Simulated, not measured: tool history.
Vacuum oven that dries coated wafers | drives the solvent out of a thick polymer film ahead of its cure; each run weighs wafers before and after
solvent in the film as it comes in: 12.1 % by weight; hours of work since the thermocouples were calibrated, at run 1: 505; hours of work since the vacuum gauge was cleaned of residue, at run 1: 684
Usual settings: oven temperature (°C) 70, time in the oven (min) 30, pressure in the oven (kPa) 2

| run | hour | oven temperature (°C) | time in the oven (min) | pressure in the oven (kPa) | hours of work since the thermocouples were calibrated | hours of work since the vacuum gauge was cleaned of residue | solvent left in the film (%) |
|---|---|---|---|---|---|---|---|
| 1 | 0 | 70 | 30 | 2 | 505 | 684 | 1.98 |
| 2 | 13.8 | 70 | 30 | 2 | 514 | 693 | 1.95 |
| 3 | 26.1 | 70 | 30 | 2 | 522 | 701 | 1.96 |
| 4 | 40.5 | 70 | 30 | 2 | 531 | 710 | 1.96 |
| 5 | 67 | 70 | 33 | 2 | 549 | 727 | 1.79 |
| 6 | 84.7 | 70 | 33 | 2 | 560 | 738 | 1.78 |
|  | 89.1 | oven's thermocouples calibrated |
| 7 | 104.3 | 70 | 41 | 2 | 10 | 750 | 1.42 |
| 8 | 117.2 | 65 | 30 | 4.75 | 18 | 758 | 4.13 |
| 9 | 130.3 | 66 | 23 | 2 | 26 | 766 | 3.56 |
| 10 | 145.6 | 67 | 40 | 2.2 | 36 | 776 | 1.96 |
| 11 | 164.8 | 67 | 33 | 2.2 | 49 | 789 | 2.43 |

Run 12 comes next. What will it give?
| 12 | 179.6 | 75 | 49 | 4.84 | 58 | 798 | ? |

Run 12 gave solvent left in the film (%) 1.78.
Without the tool's hidden state the same run would have given solvent left in the film (%) 1.52.
